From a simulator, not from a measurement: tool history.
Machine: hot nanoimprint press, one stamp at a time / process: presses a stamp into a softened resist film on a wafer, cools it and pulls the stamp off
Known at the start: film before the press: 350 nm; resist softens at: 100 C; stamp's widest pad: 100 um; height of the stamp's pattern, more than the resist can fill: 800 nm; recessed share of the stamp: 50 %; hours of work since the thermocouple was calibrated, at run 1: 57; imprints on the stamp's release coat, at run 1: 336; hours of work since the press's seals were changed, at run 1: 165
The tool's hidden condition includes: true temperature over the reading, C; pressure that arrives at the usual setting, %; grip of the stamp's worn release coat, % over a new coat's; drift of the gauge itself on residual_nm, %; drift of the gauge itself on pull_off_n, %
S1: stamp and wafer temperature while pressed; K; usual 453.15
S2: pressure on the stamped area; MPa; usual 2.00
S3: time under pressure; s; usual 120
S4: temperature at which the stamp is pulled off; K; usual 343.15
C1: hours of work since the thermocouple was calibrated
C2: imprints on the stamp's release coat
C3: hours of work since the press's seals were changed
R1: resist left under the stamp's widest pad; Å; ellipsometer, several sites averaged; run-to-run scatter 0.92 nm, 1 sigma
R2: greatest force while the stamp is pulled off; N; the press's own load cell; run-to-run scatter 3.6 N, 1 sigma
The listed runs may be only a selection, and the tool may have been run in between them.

Run 1, hour 0.0: usual settings; C1 57; C2 336; C3 165. Result: R1 1300 Å, R2 183 N.
Run 2, hour 11.9: usual settings; C1 64; C2 376; C3 171. Result: R1 1276 Å, R2 185 N.
Run 3, hour 20.5: usual settings but S4 337.15 K; C1 69; C2 405; C3 176. Result: R1 1299 Å, R2 201 N.
Run 4, hour 29.4: usual settings but S4 337.15 K; C1 74; C2 434; C3 181. Result: R1 1287 Å, R2 198 N.
Run 5, hour 35.8: usual settings but S2 1.34 MPa, S4 337.15 K; C1 78; C2 455; C3 185. Result: R1 1552 Å, R2 207 N.
Run 6, hour 48.4: usual settings but S2 1.34 MPa, S4 337.15 K; C1 85; C2 497; C3 192. Result: R1 1550 Å, R2 205 N.
Run 7, hour 55.3: usual settings but S2 1.34 MPa, S4 337.15 K; C1 89; C2 520; C3 196. Result: R1 1550 Å, R2 202 N.
Run 8, hour 65.1: usual settings but S2 1.34 MPa, S4 337.15 K; C1 94; C2 553; C3 201. Result: R1 1554 Å, R2 205 N.
At hour 77.8: stamp cleaned and given a new release coat.
Run 9, hour 77.8: usual settings; C1 98; C2 0; C3 205. Result: R1 1299 Å, R2 182 N.
At hour 81.7: plate thermocouple calibrated.
Run 10, hour 91.2: usual settings; C1 5; C2 35; C3 211. Result: R1 1293 Å, R2 171 N.
Run 11, hour 101.6: usual settings; C1 11; C2 69; C3 217. Result: R1 1303 Å, R2 174 N.
Run 12, hour 107.8: usual settings; C1 15; C2 90; C3 221. Result: R1 1300 Å, R2 175 N.
Run 13, hour 114.7: usual settings; C1 19; C2 113; C3 224. Result: R1 1315 Å, R2 173 N.
Run 14, hour 126.1: usual settings but S2 1.36 MPa; C1 25; C2 151; C3 231. Result: R1 1567 Å, R2 184 N.
Run 15, hour 133.8: usual settings but S2 1.36 MPa; C1 30; C2 176; C3 235. Result: R1 1558 Å, R2 178 N.
Run 16, hour 140.1: usual settings but S1 457.15 K, S2 1.32 MPa, S3 102 s, S4 335.15 K; C1 33; C2 197; C3 239. Result: R1 1374 Å, R2 200 N.
Run 17, hour 153.2: usual settings but S2 1.53 MPa; C1 41; C2 241; C3 246. Result: R1 1487 Å, R2 182 N.
Run 18, hour 159.4: usual settings but S4 345.15 K; C1 44; C2 262; C3 250. Result: R1 1318 Å, R2 175 N.
Run 19, hour 167.1: usual settings but S1 452.15 K, S2 3.13 MPa, S4 351.15 K; C1 48; C2 287; C3 254. Result: R1 1128 Å, R2 166 N.
At hour 171.7: plate thermocouple calibrated, once more.
Run 20, hour 176.6: usual settings but S1 458.15 K, S2 2.21 MPa, S3 178 s, S4 347.15 K; C1 3; C2 309; C3 258. Result: R1 798 Å, R2 177 N.
Run 21, hour 183.2: usual settings but S2 3.05 MPa, S3 113 s; C1 6; C2 331; C3 262. Result: R1 1099 Å, R2 178 N.
Run 22, hour 197.8: usual settings but S1 447.15 K, S2 2.62 MPa, S3 176 s, S4 350.15 K; C1 15; C2 379; C3 270. Result: R1 1374 Å, R2 165 N.
Run 23, hour 210.5: usual settings but S1 447.15 K, S2 2.53 MPa, S3 176 s, S4 350.15 K; C1 22; C2 421; C3 277. Result: R1 1388 Å, R2 167 N.
Run 24, hour 220.5: usual settings but S1 447.15 K, S2 2.48 MPa, S3 225 s, S4 334.15 K; C1 28; C2 455; C3 283. Result: R1 1261 Å, R2 213 N.
Run 25, hour 226.4: usual settings but S1 455.15 K, S2 2.48 MPa, S3 225 s; C1 31; C2 474; C3 286. Result: R1 805 Å, R2 187 N.
Run 26, hour 235.3: usual settings but S2 2.50 MPa, S4 330.15 K; C1 36; C2 504; C3 291. Result: R1 1175 Å, R2 225 N.
Run 27, hour 246.3: usual settings but S1 452.15 K, S2 2.88 MPa; C1 42; C2 541; C3 297. Result: R1 1161 Å, R2 199 N.
At hour 263.4: stamp cleaned and given a new release coat.
Run 28, hour 265.5: usual settings but S1 452.15 K, S2 2.88 MPa; C1 50; C2 7; C3 305. Result: R1 1173 Å, R2 172 N.
Run 29, hour 276.4: usual settings but S1 452.15 K, S2 2.88 MPa, S3 137 s, S4 349.15 K; C1 56; C2 44; C3 311. Result: R1 1100 Å, R2 163 N.

Below, each run's measurement less what the same run would have read without the hidden state. Both values contain the same run-to-run variation, but the gauge's scatter may not be the same in both:
run   R1   R2
  1   +6  +12
  2   +8  +13
  3   +9  +15
  4  +10  +16
  5  +11  +17
  6  +12  +18
  7  +12  +19
  8  +14  +21
  9  +15   +1
 10  +22   +2
 11  +23   +3
 12  +24   +4
 13  +25   +4
 14  +28   +6
 15  +28   +7
 16  +26   +8
 17  +31   +8
 18  +31  +10
 19  +32   +9
 20  +14  +11
 21  +23  +11
 22  +30  +12
 23  +31  +14
 24  +30  +18
 25  +19  +17
 26  +29  +21
 27  +32  +20
 28  +33   +1
 29  +33   +3
